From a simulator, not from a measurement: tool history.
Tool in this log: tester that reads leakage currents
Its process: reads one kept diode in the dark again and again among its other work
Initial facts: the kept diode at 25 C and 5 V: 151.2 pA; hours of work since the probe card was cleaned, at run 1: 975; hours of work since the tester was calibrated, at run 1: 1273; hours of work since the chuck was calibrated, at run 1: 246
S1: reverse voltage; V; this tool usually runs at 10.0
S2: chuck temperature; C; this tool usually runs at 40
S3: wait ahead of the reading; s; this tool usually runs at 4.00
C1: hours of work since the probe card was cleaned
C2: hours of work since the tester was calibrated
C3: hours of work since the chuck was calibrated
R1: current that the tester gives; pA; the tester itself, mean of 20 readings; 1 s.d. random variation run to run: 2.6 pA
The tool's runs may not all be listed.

run 1 hour=0.0 | S1=10.0 S2=40 S3=4.00 | C1=975 C2=1273 C3=246 | R1=831.75
run 2 hour=53.1 | S1=10.0 S2=40 S3=4.00 | C1=1010 C2=1308 C3=281 | R1=826.12
run 3 hour=133.6 | S1=10.0 S2=40 S3=4.00 | C1=1064 C2=1362 C3=334 | R1=827.50
run 4 hour=187.5 | S1=10.0 S2=40 S3=4.00 | C1=1099 C2=1397 C3=370 | R1=821.12
run 5 hour=297.7 | S1=10.0 S2=40 S3=4.00 | C1=1172 C2=1470 C3=443 | R1=819.20
run 6 hour=388.5 | S1=6.5 S2=40 S3=4.00 | C1=1232 C2=1530 C3=503 | R1=642.90
run 7 hour=472.9 | S1=10.0 S2=40 S3=4.00 | C1=1288 C2=1586 C3=559 | R1=811.85
run 8 hour=536.6 | S1=10.0 S2=40 S3=4.00 | C1=1331 C2=1629 C3=601 | R1=810.05
run 9 hour=641.3 | S1=10.0 S2=40 S3=4.00 | C1=1400 C2=1698 C3=671 | R1=800.35
run 10 hour=731.1 | S1=10.0 S2=40 S3=4.00 | C1=1460 C2=1758 C3=730 | R1=803.05
run 11 hour=827.9 | S1=10.0 S2=40 S3=4.00 | C1=1524 C2=1822 C3=795 | R1=803.84
run 12 hour=906.2 | S1=10.0 S2=40 S3=4.00 | C1=1575 C2=1874 C3=846 | R1=797.07
run 13 hour=957.5 | S1=10.0 S2=40 S3=4.00 | C1=1610 C2=1908 C3=880 | R1=797.33
run 14 hour=1030.1 | S1=10.0 S2=40 S3=4.00 | C1=1658 C2=1956 C3=928 | R1=792.22
run 15 hour=1122.8 | S1=10.0 S2=40 S3=4.00 | C1=1719 C2=2017 C3=990 | R1=788.49
run 16 hour=1222.1 | S1=10.0 S2=40 S3=4.44 | C1=1785 C2=2083 C3=1056 | R1=786.89
run 17 hour=1327.8 | S1=10.0 S2=40 S3=0.34 | C1=1855 C2=2153 C3=1126 | R1=783.76
run 18 hour=1433.8 | S1=10.0 S2=40 S3=0.34 | C1=1925 C2=2223 C3=1196 | R1=783.91
run 19 hour=1492.6 | S1=10.0 S2=40 S3=4.00 | C1=1964 C2=2262 C3=1235 | R1=779.25
run 20 hour=1564.9 | S1=1.5 S2=38 S3=0.74 | C1=2012 C2=2310 C3=1283 | R1=229.66
-- hour=1667.9 tester calibrated
run 21 hour=1667.9 | S1=10.0 S2=20 S3=1.12 | C1=2079 C2=0 C3=1350 | R1=134.94
run 22 hour=1720.9 | S1=4.3 S2=40 S3=0.50 | C1=2114 C2=35 C3=1385 | R1=487.71
run 23 hour=1791.1 | S1=15.9 S2=40 S3=2.67 | C1=2161 C2=82 C3=1431 | R1=996.52
run 24 hour=1897.0 | S1=1.5 S2=32 S3=5.93 | C1=2231 C2=152 C3=1502 | R1=134.08
run 25 hour=1989.4 | S1=10.0 S2=30 S3=1.29 | C1=2292 C2=213 C3=1563 | R1=322.73
-- hour=2093.6 chuck's temperature calibrated
run 26 hour=2098.0 | S1=10.0 S2=30 S3=1.29 | C1=2363 C2=284 C3=3 | R1=369.24
run 27 hour=2159.1 | S1=10.0 S2=30 S3=1.29 | C1=2403 C2=324 C3=43 | R1=369.46
run 28 hour=2265.7 | S1=10.0 S2=30 S3=1.29 | C1=2474 C2=395 C3=114 | R1=366.67
run 29 hour=2374.7 | S1=2.0 S2=44 S3=4.82 | C1=2546 C2=467 C3=186 | R1=497.13
run 30 hour=2438.7 | S1=18.5 S2=29 S3=1.64 | C1=2588 C2=509 C3=229 | R1=478.03
run 31 hour=2484.8 | S1=4.1 S2=40 S3=3.94 | C1=2619 C2=540 C3=259 | R1=526.10
run 32 hour=2575.9 | S1=4.1 S2=40 S3=3.94 | C1=2679 C2=600 C3=320 | R1=523.34
-- hour=2588.8 probe card cleaned and baked
run 33 hour=2638.1 | S1=4.1 S2=29 S3=5.29 | C1=33 C2=640 C3=359 | R1=193.51
run 34 hour=2729.0 | S1=4.1 S2=29 S3=5.29 | C1=93 C2=700 C3=419 | R1=193.49
run 35 hour=2839.2 | S1=4.1 S2=29 S3=5.29 | C1=166 C2=773 C3=492 | R1=191.79

The next listed run, before its measurement:
run 36 hour=2922.1 | S1=1.3 S2=59 S3=4.00 | C1=221 C2=828 C3=547 | R1=?

R1: 1263.36 pA
On a tool with no hidden condition, and with the same random variation, this run would have come out at R1 1302.18 pA.

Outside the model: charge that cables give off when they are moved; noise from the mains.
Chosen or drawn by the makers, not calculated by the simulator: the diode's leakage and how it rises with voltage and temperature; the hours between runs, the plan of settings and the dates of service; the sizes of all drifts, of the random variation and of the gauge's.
